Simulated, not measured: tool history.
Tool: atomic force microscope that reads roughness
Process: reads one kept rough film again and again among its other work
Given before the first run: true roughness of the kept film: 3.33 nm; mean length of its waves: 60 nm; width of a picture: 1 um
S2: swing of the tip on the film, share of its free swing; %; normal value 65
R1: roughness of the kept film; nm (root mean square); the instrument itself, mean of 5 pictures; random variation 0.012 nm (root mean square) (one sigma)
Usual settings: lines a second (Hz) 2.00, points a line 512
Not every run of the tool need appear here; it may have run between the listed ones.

Run 1, hour 0.0: usual settings. Result: R1 2.916 nm (root mean square).
Run 2, hour 18.3: usual settings but points a line 804. Result: R1 2.828 nm (root mean square).
Run 3, hour 37.2: usual settings but points a line 423. Result: R1 2.727 nm (root mean square).
Run 4, hour 56.5: usual settings but points a line 423. Result: R1 2.611 nm (root mean square).
Run 5, hour 73.7: usual settings but points a line 423. Result: R1 2.892 nm (root mean square).
Run 6, hour 88.0: usual settings but points a line 418. Result: R1 2.806 nm (root mean square).
Run 7, hour 101.3: usual settings but points a line 418. Result: R1 2.751 nm (root mean square).
Run 8, hour 120.2: usual settings but points a line 427. Result: R1 2.659 nm (root mean square).
Run 9, hour 130.8: usual settings but points a line 427. Result: R1 2.604 nm (root mean square).
Run 10, hour 148.0: usual settings but points a line 427. Result: R1 2.858 nm (root mean square).
Run 11, hour 158.9: usual settings but points a line 427. Result: R1 2.823 nm (root mean square).
Run 12, hour 173.6: usual settings but points a line 427. Result: R1 2.747 nm (root mean square).
Run 13, hour 186.7: usual settings but lines a second (Hz) 1.84. Result: R1 2.697 nm (root mean square).
Run 14, hour 196.3: usual settings but points a line 883. Result: R1 2.634 nm (root mean square).
Run 15, hour 213.3: usual settings but points a line 883. Result: R1 2.922 nm (root mean square).
Run 16, hour 223.8: usual settings but points a line 883. Result: R1 2.827 nm (root mean square).
Run 17, hour 239.9: usual settings but points a line 883. Result: R1 2.753 nm (root mean square).
Run 18, hour 257.0: usual settings. Result: R1 2.666 nm (root mean square).
Run 19, hour 270.9: usual settings. Result: R1 2.611 nm (root mean square).
Run 20, hour 287.4: usual settings but S2 56 %. Result: R1 2.997 nm (root mean square).
Run 21, hour 306.5: usual settings but S2 56 %. Result: R1 2.881 nm (root mean square).
Run 22, hour 318.7: usual settings but S2 56 %. Result: R1 2.824 nm (root mean square).
Run 23, hour 332.7: usual settings but points a line 292. Result: R1 2.616 nm (root mean square).
Run 24, hour 352.0: usual settings but points a line 292. Result: R1 2.906 nm (root mean square).
Run 25, hour 367.7: usual settings but points a line 483. Result: R1 2.812 nm (root mean square).
Run 26, hour 378.2: usual settings but points a line 483. Result: R1 2.756 nm (root mean square).
Run 27, hour 396.3: usual settings but lines a second (Hz) 3.10, S2 86 %, points a line 979. Result: R1 2.033 nm (root mean square).
Run 28, hour 414.2: usual settings but lines a second (Hz) 3.04, S2 71 %, points a line 364. Result: R1 2.343 nm (root mean square).
Run 29, hour 431.0: usual settings but lines a second (Hz) 2.61, S2 67 %. Result: R1 2.735 nm (root mean square).
Run 30, hour 443.8: usual settings but lines a second (Hz) 2.61, S2 67 %. Result: R1 2.653 nm (root mean square).
Run 31, hour 455.2: usual settings but lines a second (Hz) 2.61, S2 67 %. Result: R1 2.603 nm (root mean square).
Run 32, hour 468.7: usual settings but lines a second (Hz) 1.24, S2 75 %, points a line 460. Result: R1 2.600 nm (root mean square).
Run 33, hour 481.4: usual settings but points a line 470. Result: R1 2.603 nm (root mean square).
Run 34, hour 497.6: usual settings but lines a second (Hz) 0.97, S2 69 %, points a line 470. Result: R1 2.968 nm (root mean square).
Run 35, hour 509.2: usual settings but lines a second (Hz) 0.97, S2 75 %, points a line 470. Result: R1 2.861 nm (root mean square).
Run 36, hour 517.7: usual settings but lines a second (Hz) 0.97, S2 86 %, points a line 546. Result: R1 2.657 nm (root mean square).
Run 37, hour 529.2: usual settings but lines a second (Hz) 0.97, S2 86 %, points a line 546. Result: R1 2.599 nm (root mean square).
Run 38, hour 537.6: usual settings but lines a second (Hz) 0.87, S2 86 %, points a line 322. Result: R1 2.573 nm (root mean square).
Run 39, hour 552.3: usual settings but lines a second (Hz) 0.72, S2 89 %, points a line 563. Result: R1 2.545 nm (root mean square).
Run 40, hour 564.0: usual settings but lines a second (Hz) 0.72, S2 89 %, points a line 563. Result: R1 2.814 nm (root mean square).
Run 41, hour 579.6: usual settings but points a line 806. Result: R1 2.791 nm (root mean square).
Run 42, hour 589.8: usual settings but points a line 806. Result: R1 2.742 nm (root mean square).
Run 43, hour 603.5: usual settings but lines a second (Hz) 2.15, points a line 419. Result: R1 2.659 nm (root mean square).
Run 44, hour 621.4: usual settings but lines a second (Hz) 1.49, S2 67 %, points a line 466. Result: R1 2.621 nm (root mean square).
Run 45, hour 634.3: usual settings but lines a second (Hz) 1.49, S2 67 %, points a line 466. Result: R1 2.933 nm (root mean square).
Run 46, hour 651.6: usual settings but lines a second (Hz) 1.85, points a line 849. Result: R1 2.807 nm (root mean square).
Run 47, hour 666.4: usual settings but lines a second (Hz) 1.97, S2 78 %, points a line 362. Result: R1 2.513 nm (root mean square).
Run 48, hour 678.5: usual settings but lines a second (Hz) 1.97, S2 78 %, points a line 362. Result: R1 2.455 nm (root mean square).

Between the runs listed above, the log contained 9 entries, not reproduced here. Where in the sequence does each belong, and how does what the log doesn't record of the tool's condition differ from the listed run before to the listed run after?
Logged between run 4 and run 5: new tip fitted (hour 69.7)
  radius of the tip, nm: 43.8 -> 12.4; height scale over the true one, %: -0.28 -> -0.29
  measured value less the no-hidden-state value, R1: -0.320 -> -0.033 nm (root mean square)
Logged between run 9 and run 10: new tip fitted (hour 139.7)
  radius of the tip, nm: 45.6 -> 15.2; height scale over the true one, %: -0.32 -> -0.33
  measured value less the no-hidden-state value, R1: -0.335 -> -0.062 nm (root mean square)
Logged between run 14 and run 15: new tip fitted (hour 209.9)
  radius of the tip, nm: 42.5 -> 12.3
  measured value less the no-hidden-state value, R1: -0.311 -> -0.034 nm (root mean square)
Logged between run 19 and run 20: new tip fitted (hour 279.3)
  radius of the tip, nm: 45.2 -> 15.5; height scale over the true one, %: -0.38 -> -0.39
  measured value less the no-hidden-state value, R1: -0.335 -> -0.070 nm (root mean square)
Logged between run 23 and run 24: new tip fitted (hour 348.8)
  radius of the tip, nm: 42.1 -> 12; height scale over the true one, %: -0.41 -> -0.42
  measured value less the no-hidden-state value, R1: -0.308 -> -0.033 nm (root mean square)
Logged between run 28 and run 29: new tip fitted (hour 418.6)
  radius of the tip, nm: 48.6 -> 17.5; height scale over the true one, %: -0.44 -> -0.45
  measured value less the no-hidden-state value, R1: -0.331 -> -0.085 nm (root mean square)
Logged between run 33 and run 34: new tip fitted (hour 488.0)
  radius of the tip, nm: 47.7 -> 15.9; height scale over the true one, %: -0.47 -> -0.48
  measured value less the no-hidden-state value, R1: -0.360 -> -0.076 nm (root mean square)
Logged between run 39 and run 40: new tip fitted (hour 558.0)
  radius of the tip, nm: 46.2 -> 14; height scale over the true one, %: -0.5 -> -0.51
  measured value less the no-hidden-state value, R1: -0.338 -> -0.054 nm (root mean square)
Logged between run 44 and run 45: new tip fitted (hour 628.1)
  radius of the tip, nm: 46.7 -> 13.6; height scale over the true one, %: -0.53 -> -0.54
  measured value less the no-hidden-state value, R1: -0.355 -> -0.054 nm (root mean square)
